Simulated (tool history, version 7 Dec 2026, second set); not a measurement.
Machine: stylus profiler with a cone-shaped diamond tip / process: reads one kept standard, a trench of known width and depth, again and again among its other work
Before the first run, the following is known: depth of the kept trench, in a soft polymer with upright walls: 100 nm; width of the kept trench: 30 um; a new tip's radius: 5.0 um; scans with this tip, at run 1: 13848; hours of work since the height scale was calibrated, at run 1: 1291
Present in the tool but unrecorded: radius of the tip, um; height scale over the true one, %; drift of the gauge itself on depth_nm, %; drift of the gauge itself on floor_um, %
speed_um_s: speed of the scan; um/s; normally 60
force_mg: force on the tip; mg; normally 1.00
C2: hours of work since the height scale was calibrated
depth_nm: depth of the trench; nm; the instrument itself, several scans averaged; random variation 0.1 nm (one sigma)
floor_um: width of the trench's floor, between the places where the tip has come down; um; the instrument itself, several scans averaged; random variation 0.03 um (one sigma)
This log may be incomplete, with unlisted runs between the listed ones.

Run 1, hour 0.0: usual settings; scans with this tip 13848; C2 1291. Result: depth_nm 101.14 nm, floor_um 27.34 um.
Run 2, hour 53.1: usual settings; scans with this tip 14209; C2 1325. Result: depth_nm 101.07 nm, floor_um 27.42 um.
Run 3, hour 125.6: usual settings; scans with this tip 14701; C2 1371. Result: depth_nm 101.18 nm, floor_um 27.32 um.
Run 4, hour 184.5: usual settings; scans with this tip 15101; C2 1408. Result: depth_nm 101.09 nm, floor_um 27.35 um.
Run 5, hour 251.3: usual settings; scans with this tip 15555; C2 1450. Result: depth_nm 101.15 nm, floor_um 27.35 um.
Run 6, hour 319.1: usual settings; scans with this tip 16015; C2 1493. Result: depth_nm 101.10 nm, floor_um 27.24 um.
Run 7, hour 376.1: usual settings; scans with this tip 16402; C2 1529. Result: depth_nm 101.45 nm, floor_um 27.29 um.
Run 8, hour 483.7: usual settings; scans with this tip 17132; C2 1597. Result: depth_nm 101.26 nm, floor_um 27.28 um.
Run 9, hour 549.0: usual settings but force_mg 1.86 mg; scans with this tip 17576; C2 1639. Result: depth_nm 101.68 nm, floor_um 27.45 um.
Run 10, hour 595.2: usual settings but force_mg 0.92 mg; scans with this tip 17889; C2 1668. Result: depth_nm 101.23 nm, floor_um 27.26 um.
Run 11, hour 652.1: usual settings but force_mg 0.99 mg; scans with this tip 18276; C2 1704. Result: depth_nm 101.21 nm, floor_um 27.24 um.
Run 12, hour 711.1: usual settings but force_mg 0.99 mg; scans with this tip 18677; C2 1741. Result: depth_nm 101.26 nm, floor_um 27.25 um.
Run 13, hour 769.5: usual settings; scans with this tip 19073; C2 1778. Result: depth_nm 101.27 nm, floor_um 27.26 um.
Run 14, hour 847.3: usual settings but force_mg 1.86 mg; scans with this tip 19601; C2 1827. Result: depth_nm 101.64 nm, floor_um 27.31 um.
Run 15, hour 939.0: usual settings but force_mg 1.86 mg; scans with this tip 20224; C2 1886. Result: depth_nm 101.59 nm, floor_um 27.37 um.
Run 16, hour 1010.7: usual settings; scans with this tip 20711; C2 1931. Result: depth_nm 101.32 nm, floor_um 27.18 um.
At hour 1043.4: height scale calibrated on a step standard.
Run 17, hour 1097.7: usual settings but speed_um_s 70 um/s; scans with this tip 21298; C2 34. Result: depth_nm 100.59 nm, floor_um 27.15 um.
Run 18, hour 1180.7: usual settings; scans with this tip 21861; C2 87. Result: depth_nm 100.74 nm, floor_um 27.21 um.
Run 19, hour 1274.1: usual settings; scans with this tip 22496; C2 146. Result: depth_nm 100.68 nm, floor_um 27.20 um.
Run 20, hour 1373.5: usual settings; scans with this tip 23170; C2 209. Result: depth_nm 100.77 nm, floor_um 27.17 um.
Run 21, hour 1421.2: usual settings; scans with this tip 23494; C2 239. Result: depth_nm 100.70 nm, floor_um 27.20 um.
Run 22, hour 1500.2: usual settings but force_mg 0.61 mg; scans with this tip 24031; C2 289. Result: depth_nm 100.57 nm, floor_um 27.04 um.
Run 23, hour 1547.9: usual settings but force_mg 0.61 mg; scans with this tip 24354; C2 319. Result: depth_nm 100.59 nm, floor_um 27.06 um.
Run 24, hour 1645.9: usual settings but force_mg 0.61 mg; scans with this tip 25020; C2 381. Result: depth_nm 100.68 nm, floor_um 27.09 um.
Run 25, hour 1702.7: usual settings but speed_um_s 28 um/s, force_mg 0.96 mg; scans with this tip 25406; C2 417. Result: depth_nm 100.99 nm, floor_um 27.42 um.
Run 26, hour 1805.7: usual settings but speed_um_s 18 um/s, force_mg 2.20 mg; scans with this tip 26105; C2 483. Result: depth_nm 101.27 nm, floor_um 27.58 um.
Run 27, hour 1884.1: usual settings but speed_um_s 18 um/s, force_mg 2.20 mg; scans with this tip 26637; C2 532. Result: depth_nm 101.26 nm, floor_um 27.49 um.
Run 28, hour 1966.2: usual settings but speed_um_s 78 um/s, force_mg 1.39 mg; scans with this tip 27195; C2 584. Result: depth_nm 100.96 nm, floor_um 27.05 um.
Run 29, hour 2070.5: usual settings but speed_um_s 30 um/s, force_mg 0.38 mg; scans with this tip 27903; C2 650. Result: depth_nm 100.48 nm, floor_um 27.19 um.
Run 30, hour 2180.5: usual settings but speed_um_s 30 um/s, force_mg 0.38 mg; scans with this tip 28649; C2 720. Result: depth_nm 100.59 nm, floor_um 27.20 um.
Run 31, hour 2250.5: usual settings but speed_um_s 36 um/s, force_mg 0.36 mg; scans with this tip 29125; C2 764. Result: depth_nm 100.64 nm, floor_um 27.12 um.
Run 32, hour 2363.3: usual settings but speed_um_s 36 um/s, force_mg 0.36 mg; scans with this tip 29891; C2 836. Result: depth_nm 100.66 nm, floor_um 27.11 um.
Run 33, hour 2431.3: usual settings but speed_um_s 18 um/s, force_mg 1.77 mg; scans with this tip 30352; C2 879. Result: depth_nm 101.28 nm, floor_um 27.51 um.
Run 34, hour 2528.9: usual settings but force_mg 0.97 mg; scans with this tip 31015; C2 940. Result: depth_nm 100.91 nm, floor_um 27.08 um.
Run 35, hour 2603.5: usual settings but speed_um_s 127 um/s; scans with this tip 31521; C2 988. Result: depth_nm 101.05 nm, floor_um 26.57 um.
Run 36, hour 2676.2: usual settings but speed_um_s 127 um/s; scans with this tip 32015; C2 1034. Result: depth_nm 100.97 nm, floor_um 26.57 um.
Run 37, hour 2782.5: usual settings but speed_um_s 104 um/s, force_mg 0.82 mg; scans with this tip 32736; C2 1101. Result: depth_nm 100.95 nm, floor_um 26.65 um.
Run 38, hour 2862.2: usual settings but speed_um_s 88 um/s, force_mg 0.69 mg; scans with this tip 33278; C2 1151. Result: depth_nm 100.95 nm, floor_um 26.66 um.
Run 39, hour 2938.2: usual settings but speed_um_s 88 um/s, force_mg 0.69 mg; scans with this tip 33794; C2 1199. Result: depth_nm 100.80 nm, floor_um 26.70 um.
Run 40, hour 3024.7: usual settings but speed_um_s 88 um/s, force_mg 0.69 mg; scans with this tip 34381; C2 1254. Result: depth_nm 100.98 nm, floor_um 26.64 um.
Run 41, hour 3126.9: usual settings but speed_um_s 88 um/s, force_mg 0.69 mg; scans with this tip 35075; C2 1319. Result: depth_nm 101.03 nm, floor_um 26.66 um.
Run 42, hour 3229.7: usual settings but speed_um_s 24 um/s, force_mg 0.63 mg; scans with this tip 35773; C2 1384. Result: depth_nm 100.85 nm, floor_um 27.17 um.
Run 43, hour 3342.7: usual settings but speed_um_s 56 um/s, force_mg 0.88 mg; scans with this tip 36540; C2 1456. Result: depth_nm 100.91 nm, floor_um 26.99 um.
Run 44, hour 3442.3: usual settings but speed_um_s 56 um/s, force_mg 0.88 mg; scans with this tip 37217; C2 1519. Result: depth_nm 101.43 nm, floor_um 27.01 um.
At hour 3514.3: new tip fitted, height scale calibrated.
Run 45, hour 3534.5: usual settings but speed_um_s 56 um/s, force_mg 0.88 mg; scans with this tip 137; C2 13. Result: depth_nm 100.56 nm, floor_um 27.51 um.
Run 46, hour 3613.7: usual settings but speed_um_s 95 um/s, force_mg 0.42 mg; scans with this tip 675; C2 63. Result: depth_nm 100.23 nm, floor_um 26.88 um.
Run 47, hour 3677.6: usual settings but speed_um_s 230 um/s, force_mg 0.39 mg; scans with this tip 1109; C2 103. Result: depth_nm 100.27 nm, floor_um 25.17 um.

3 ways to go on from here, each from the tool as it stands after run 47. What would each give?
Run A, hour 3742.4: usual settings but speed_um_s 22 um/s, force_mg 1.14 mg; scans with this tip 1548; C2 144. Result: depth_nm ?, floor_um ?.
Run B, hour 3742.4: usual settings but speed_um_s 111 um/s, force_mg 1.46 mg; scans with this tip 1548; C2 144. Result: depth_nm ?, floor_um ?.
Run C, hour 3742.4: usual settings but speed_um_s 183 um/s, force_mg 1.01 mg; scans with this tip 1548; C2 144. Result: depth_nm ?, floor_um ?.

run  depth_nm  floor_um
  A    100.64     27.84
  B    100.91     27.30
  C    100.48     26.55
Had the tool no hidden state, the same runs would have come out as:
run  depth_nm  floor_um
  A    100.59     27.88
  B    100.86     27.33
  C    100.43     26.59
